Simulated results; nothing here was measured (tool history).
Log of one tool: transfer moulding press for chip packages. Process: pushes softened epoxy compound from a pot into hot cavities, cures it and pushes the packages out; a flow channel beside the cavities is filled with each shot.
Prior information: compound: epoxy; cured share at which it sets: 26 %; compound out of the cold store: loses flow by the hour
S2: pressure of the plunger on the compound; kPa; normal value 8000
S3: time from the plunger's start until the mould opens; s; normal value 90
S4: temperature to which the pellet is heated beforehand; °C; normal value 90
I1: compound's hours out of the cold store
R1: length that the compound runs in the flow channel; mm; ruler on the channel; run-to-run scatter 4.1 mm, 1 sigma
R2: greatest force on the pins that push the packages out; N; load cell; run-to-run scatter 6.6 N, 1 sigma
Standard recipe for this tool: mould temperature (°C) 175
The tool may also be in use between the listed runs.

{"run": 1, "hour": 0.0, "mould temperature (°C)": 175, "S2": 8000, "S3": 90, "S4": 90, "I1": 13.7, "R1": 600, "R2": 476}
{"run": 2, "hour": 6.5, "mould temperature (°C)": 175, "S2": 8000, "S3": 90, "S4": 90, "I1": 34.7, "R1": 536, "R2": 473}
{"run": 3, "hour": 11.6, "mould temperature (°C)": 175, "S2": 7630, "S3": 90, "S4": 90, "I1": 43.6, "R1": 509, "R2": 474}
{"run": 4, "hour": 18.5, "mould temperature (°C)": 168, "S2": 8000, "S3": 90, "S4": 90, "I1": 29.6, "R1": 584, "R2": 846}
{"run": 5, "hour": 22.4, "mould temperature (°C)": 168, "S2": 8000, "S3": 90, "S4": 90, "I1": 39.0, "R1": 553, "R2": 800}
{"hour": 31.1, "done": "cavities cleaned with cleaning compound and waxed"}
{"run": 6, "hour": 32.7, "mould temperature (°C)": 175, "S2": 8650, "S3": 90, "S4": 90, "I1": 30.7, "R1": 569, "R2": 278}
{"run": 7, "hour": 41.7, "mould temperature (°C)": 175, "S2": 8650, "S3": 90, "S4": 90, "I1": 35.5, "R1": 558, "R2": 335}
{"run": 8, "hour": 49.4, "mould temperature (°C)": 175, "S2": 9210, "S3": 90, "S4": 90, "I1": 29.6, "R1": 586, "R2": 394}
{"run": 9, "hour": 57.3, "mould temperature (°C)": 175, "S2": 9210, "S3": 90, "S4": 99, "I1": 41.8, "R1": 547, "R2": 414}
{"run": 10, "hour": 64.9, "mould temperature (°C)": 175, "S2": 7700, "S3": 90, "S4": 90, "I1": 47.8, "R1": 489, "R2": 439}
{"run": 11, "hour": 70.5, "mould temperature (°C)": 175, "S2": 8000, "S3": 90, "S4": 90, "I1": 47.7, "R1": 496, "R2": 447}
{"run": 12, "hour": 79.6, "mould temperature (°C)": 175, "S2": 8000, "S3": 84, "S4": 90, "I1": 27.6, "R1": 553, "R2": 552}
{"run": 13, "hour": 86.1, "mould temperature (°C)": 175, "S2": 8000, "S3": 84, "S4": 90, "I1": 42.0, "R1": 509, "R2": 566}
{"run": 14, "hour": 92.8, "mould temperature (°C)": 175, "S2": 6750, "S3": 84, "S4": 90, "I1": 36.6, "R1": 482, "R2": 577}
{"hour": 100.6, "done": "cavities cleaned with cleaning compound and waxed"}
{"run": 15, "hour": 100.9, "mould temperature (°C)": 175, "S2": 6750, "S3": 84, "S4": 90, "I1": 16.6, "R1": 527, "R2": 298}
{"run": 16, "hour": 109.4, "mould temperature (°C)": 178, "S2": 7290, "S3": 90, "S4": 96, "I1": 23.2, "R1": 526, "R2": 288}
{"run": 17, "hour": 116.4, "mould temperature (°C)": 178, "S2": 8850, "S3": 90, "S4": 89, "I1": 42.8, "R1": 524, "R2": 311}
{"hour": 119.0, "done": "mould's thermocouples calibrated"}
{"run": 18, "hour": 125.7, "mould temperature (°C)": 178, "S2": 7680, "S3": 90, "S4": 89, "I1": 13.3, "R1": 562, "R2": 372}
{"run": 19, "hour": 130.4, "mould temperature (°C)": 178, "S2": 7680, "S3": 90, "S4": 89, "I1": 32.0, "R1": 517, "R2": 382}
{"run": 20, "hour": 134.2, "mould temperature (°C)": 178, "S2": 7680, "S3": 90, "S4": 89, "I1": 25.6, "R1": 524, "R2": 374}
{"run": 21, "hour": 140.2, "mould temperature (°C)": 175, "S2": 8000, "S3": 90, "S4": 85, "I1": 31.5, "R1": 528, "R2": 470}
{"run": 22, "hour": 146.2, "mould temperature (°C)": 172, "S2": 6300, "S3": 90, "S4": 91, "I1": 36.0, "R1": 470, "R2": 560}
{"hour": 152.8, "done": "mould's thermocouples calibrated, once more"}
{"run": 23, "hour": 153.6, "mould temperature (°C)": 172, "S2": 6300, "S3": 90, "S4": 91, "I1": 23.6, "R1": 498, "R2": 615}
{"run": 24, "hour": 160.6, "mould temperature (°C)": 175, "S2": 9940, "S3": 90, "S4": 98, "I1": 8.7, "R1": 659, "R2": 522}
{"run": 25, "hour": 166.4, "mould temperature (°C)": 175, "S2": 8040, "S3": 113, "S4": 87, "I1": 30.3, "R1": 536, "R2": 439}
{"run": 26, "hour": 171.9, "mould temperature (°C)": 183, "S2": 8000, "S3": 90, "S4": 85, "I1": 40.2, "R1": 487, "R2": 421}
{"hour": 174.2, "done": "cavities cleaned with cleaning compound and waxed"}
{"run": 27, "hour": 178.3, "mould temperature (°C)": 175, "S2": 8210, "S3": 90, "S4": 93, "I1": 15.5, "R1": 574, "R2": 312}
{"run": 28, "hour": 183.2, "mould temperature (°C)": 175, "S2": 8000, "S3": 90, "S4": 99, "I1": 23.6, "R1": 548, "R2": 330}

Run 29 has not been measured yet. What should we expect?
{"run": 29, "hour": 190.5, "mould temperature (°C)": 181, "S2": 6810, "S3": 90, "S4": 86, "I1": 20.0, "R1": "?", "R2": "?"}

R1: 499 mm
R2: 310 N
The same run, on a tool lacking any hidden state, would have yielded R1 528 mm, R2 213 N.

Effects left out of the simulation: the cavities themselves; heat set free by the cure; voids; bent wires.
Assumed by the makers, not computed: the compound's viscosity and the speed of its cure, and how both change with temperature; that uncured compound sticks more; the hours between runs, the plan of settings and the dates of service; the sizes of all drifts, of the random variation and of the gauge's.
